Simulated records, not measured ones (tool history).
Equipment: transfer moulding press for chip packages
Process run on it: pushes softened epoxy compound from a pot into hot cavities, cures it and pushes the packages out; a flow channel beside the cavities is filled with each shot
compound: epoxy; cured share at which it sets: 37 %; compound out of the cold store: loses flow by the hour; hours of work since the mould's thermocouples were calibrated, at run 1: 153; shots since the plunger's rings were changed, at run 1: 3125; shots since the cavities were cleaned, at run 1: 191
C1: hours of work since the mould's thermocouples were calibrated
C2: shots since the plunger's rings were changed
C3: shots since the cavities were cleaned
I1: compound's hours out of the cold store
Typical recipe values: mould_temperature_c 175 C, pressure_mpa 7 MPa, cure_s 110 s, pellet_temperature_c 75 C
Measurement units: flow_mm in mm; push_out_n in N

{"run": 1, "day": 0.0, "mould_temperature_c": 175, "pressure_mpa": 7, "cure_s": 110, "pellet_temperature_c": 75, "C1": 153, "C2": 3125, "C3": 191, "I1": 15.9, "flow_mm": 780, "push_out_n": 296}
{"run": 2, "day": 0.354, "mould_temperature_c": 175, "pressure_mpa": 7, "cure_s": 110, "pellet_temperature_c": 75, "C1": 159, "C2": 3216, "C3": 282, "I1": 22.9, "flow_mm": 762, "push_out_n": 306}
{"run": 3, "day": 0.675, "mould_temperature_c": 175, "pressure_mpa": 7, "cure_s": 110, "pellet_temperature_c": 75, "C1": 164, "C2": 3298, "C3": 364, "I1": 35.6, "flow_mm": 725, "push_out_n": 325}
{"run": 4, "day": 0.917, "mould_temperature_c": 175, "pressure_mpa": 7, "cure_s": 110, "pellet_temperature_c": 75, "C1": 167, "C2": 3360, "C3": 426, "I1": 37, "flow_mm": 721, "push_out_n": 338}
{"day": 1.358, "done": "cavities cleaned with cleaning compound and waxed"}
{"run": 5, "day": 1.433, "mould_temperature_c": 175, "pressure_mpa": 7, "cure_s": 110, "pellet_temperature_c": 75, "C1": 175, "C2": 3476, "C3": 20, "I1": 46.4, "flow_mm": 701, "push_out_n": 239}
{"run": 6, "day": 1.742, "mould_temperature_c": 175, "pressure_mpa": 7, "cure_s": 110, "pellet_temperature_c": 75, "C1": 180, "C2": 3555, "C3": 99, "I1": 39.3, "flow_mm": 715, "push_out_n": 273}
{"run": 7, "day": 2.117, "mould_temperature_c": 175, "pressure_mpa": 7, "cure_s": 110, "pellet_temperature_c": 75, "C1": 185, "C2": 3650, "C3": 194, "I1": 43.7, "flow_mm": 700, "push_out_n": 306}
{"run": 8, "day": 2.35, "mould_temperature_c": 175, "pressure_mpa": 7, "cure_s": 110, "pellet_temperature_c": 75, "C1": 189, "C2": 3711, "C3": 255, "I1": 12.7, "flow_mm": 787, "push_out_n": 345}
{"run": 9, "day": 2.842, "mould_temperature_c": 175, "pressure_mpa": 7, "cure_s": 110, "pellet_temperature_c": 73, "C1": 197, "C2": 3836, "C3": 380, "I1": 40.9, "flow_mm": 709, "push_out_n": 348}
{"run": 10, "day": 3.104, "mould_temperature_c": 175, "pressure_mpa": 7, "cure_s": 110, "pellet_temperature_c": 73, "C1": 201, "C2": 3903, "C3": 447, "I1": 29.8, "flow_mm": 741, "push_out_n": 353}
{"day": 3.467, "done": "cavities cleaned with cleaning compound and waxed"}
{"run": 11, "day": 3.654, "mould_temperature_c": 175, "pressure_mpa": 7, "cure_s": 110, "pellet_temperature_c": 75, "C1": 209, "C2": 4027, "C3": 47, "I1": 21, "flow_mm": 761, "push_out_n": 270}
{"run": 12, "day": 4.0, "mould_temperature_c": 175, "pressure_mpa": 7, "cure_s": 110, "pellet_temperature_c": 75, "C1": 214, "C2": 4117, "C3": 137, "I1": 12.9, "flow_mm": 781, "push_out_n": 307}
{"run": 13, "day": 4.4, "mould_temperature_c": 175, "pressure_mpa": 7, "cure_s": 110, "pellet_temperature_c": 75, "C1": 221, "C2": 4219, "C3": 239, "I1": 46.2, "flow_mm": 690, "push_out_n": 317}
{"run": 14, "day": 4.862, "mould_temperature_c": 175, "pressure_mpa": 7, "cure_s": 110, "pellet_temperature_c": 75, "C1": 228, "C2": 4336, "C3": 356, "I1": 32.5, "flow_mm": 724, "push_out_n": 342}
{"run": 15, "day": 5.221, "mould_temperature_c": 175, "pressure_mpa": 7, "cure_s": 110, "pellet_temperature_c": 75, "C1": 234, "C2": 4428, "C3": 448, "I1": 29.4, "flow_mm": 735, "push_out_n": 367}
{"day": 5.346, "done": "mould's thermocouples calibrated"}
{"day": 5.7, "done": "cavities cleaned with cleaning compound and waxed"}
{"run": 16, "day": 5.817, "mould_temperature_c": 175, "pressure_mpa": 7, "cure_s": 146, "pellet_temperature_c": 75, "C1": 6, "C2": 4543, "C3": 30, "I1": 46.6, "flow_mm": 691, "push_out_n": 196}
{"run": 17, "day": 6.025, "mould_temperature_c": 175, "pressure_mpa": 7, "cure_s": 146, "pellet_temperature_c": 75, "C1": 10, "C2": 4597, "C3": 84, "I1": 8.5, "flow_mm": 791, "push_out_n": 216}
{"run": 18, "day": 6.233, "mould_temperature_c": 175, "pressure_mpa": 7, "cure_s": 146, "pellet_temperature_c": 75, "C1": 13, "C2": 4650, "C3": 137, "I1": 37.3, "flow_mm": 711, "push_out_n": 226}
{"day": 6.396, "done": "mould's thermocouples calibrated, once more"}
{"run": 19, "day": 6.771, "mould_temperature_c": 175, "pressure_mpa": 7, "cure_s": 146, "pellet_temperature_c": 75, "C1": 6, "C2": 4766, "C3": 253, "I1": 21.4, "flow_mm": 758, "push_out_n": 243}
{"run": 20, "day": 7.117, "mould_temperature_c": 175, "pressure_mpa": 6.6, "cure_s": 146, "pellet_temperature_c": 74, "C1": 11, "C2": 4854, "C3": 341, "I1": 40, "flow_mm": 683, "push_out_n": 260}
{"run": 21, "day": 7.404, "mould_temperature_c": 173, "pressure_mpa": 6.78, "cure_s": 117, "pellet_temperature_c": 66, "C1": 16, "C2": 4928, "C3": 415, "I1": 15.4, "flow_mm": 768, "push_out_n": 373}
{"run": 22, "day": 7.775, "mould_temperature_c": 175, "pressure_mpa": 6.92, "cure_s": 110, "pellet_temperature_c": 75, "C1": 22, "C2": 5022, "C3": 509, "I1": 29.1, "flow_mm": 729, "push_out_n": 383}
{"day": 7.904, "done": "cavities cleaned with cleaning compound and waxed"}
{"run": 23, "day": 8.254, "mould_temperature_c": 175, "pressure_mpa": 5.64, "cure_s": 149, "pellet_temperature_c": 70, "C1": 28, "C2": 5129, "C3": 90, "I1": 11.4, "flow_mm": 700, "push_out_n": 220}
{"run": 24, "day": 8.592, "mould_temperature_c": 175, "pressure_mpa": 5.64, "cure_s": 149, "pellet_temperature_c": 70, "C1": 34, "C2": 5215, "C3": 176, "I1": 28.6, "flow_mm": 663, "push_out_n": 222}
{"run": 25, "day": 8.829, "mould_temperature_c": 175, "pressure_mpa": 5.64, "cure_s": 149, "pellet_temperature_c": 70, "C1": 37, "C2": 5276, "C3": 237, "I1": 15.1, "flow_mm": 691, "push_out_n": 244}
{"run": 26, "day": 9.033, "mould_temperature_c": 173, "pressure_mpa": 6.66, "cure_s": 110, "pellet_temperature_c": 75, "C1": 41, "C2": 5328, "C3": 289, "I1": 46.2, "flow_mm": 679, "push_out_n": 360}
{"run": 27, "day": 9.312, "mould_temperature_c": 173, "pressure_mpa": 5.75, "cure_s": 139, "pellet_temperature_c": 75, "C1": 45, "C2": 5400, "C3": 361, "I1": 47.1, "flow_mm": 631, "push_out_n": 280}
{"run": 28, "day": 9.808, "mould_temperature_c": 174, "pressure_mpa": 7, "cure_s": 126, "pellet_temperature_c": 75, "C1": 53, "C2": 5526, "C3": 487, "I1": 11.4, "flow_mm": 783, "push_out_n": 325}
{"day": 10.033, "done": "cavities cleaned with cleaning compound and waxed"}
{"run": 29, "day": 10.167, "mould_temperature_c": 180, "pressure_mpa": 7.08, "cure_s": 110, "pellet_temperature_c": 67, "C1": 58, "C2": 5602, "C3": 34, "I1": 32.8, "flow_mm": 704, "push_out_n": 213}

4 options for the next run, each taken on its own from the tool as it stands now. Forecast them:
{"run": "A", "day": 10.6, "mould_temperature_c": 175, "pressure_mpa": 7, "cure_s": 110, "pellet_temperature_c": 77, "C1": 64, "C2": 5714, "C3": 146, "I1": 30.4, "flow_mm": "?", "push_out_n": "?"}
{"run": "B", "day": 10.6, "mould_temperature_c": 168, "pressure_mpa": 7.08, "cure_s": 96, "pellet_temperature_c": 78, "C1": 64, "C2": 5714, "C3": 146, "I1": 24.7, "flow_mm": "?", "push_out_n": "?"}
{"run": "C", "day": 10.6, "mould_temperature_c": 175, "pressure_mpa": 5.38, "cure_s": 130, "pellet_temperature_c": 69, "C1": 64, "C2": 5714, "C3": 146, "I1": 18.3, "flow_mm": "?", "push_out_n": "?"}
{"run": "D", "day": 10.6, "mould_temperature_c": 181, "pressure_mpa": 8.54, "cure_s": 110, "pellet_temperature_c": 67, "C1": 64, "C2": 5714, "C3": 146, "I1": 21, "flow_mm": "?", "push_out_n": "?"}

run=A flow_mm=729 push_out_n=306
run=B flow_mm=785 push_out_n=691
run=C flow_mm=668 push_out_n=239
run=D flow_mm=801 push_out_n=233
Without the tool's hidden state the same runs would have given:
run=A flow_mm=760 push_out_n=245
run=B flow_mm=818 push_out_n=554
run=C flow_mm=697 push_out_n=191
run=D flow_mm=836 push_out_n=187

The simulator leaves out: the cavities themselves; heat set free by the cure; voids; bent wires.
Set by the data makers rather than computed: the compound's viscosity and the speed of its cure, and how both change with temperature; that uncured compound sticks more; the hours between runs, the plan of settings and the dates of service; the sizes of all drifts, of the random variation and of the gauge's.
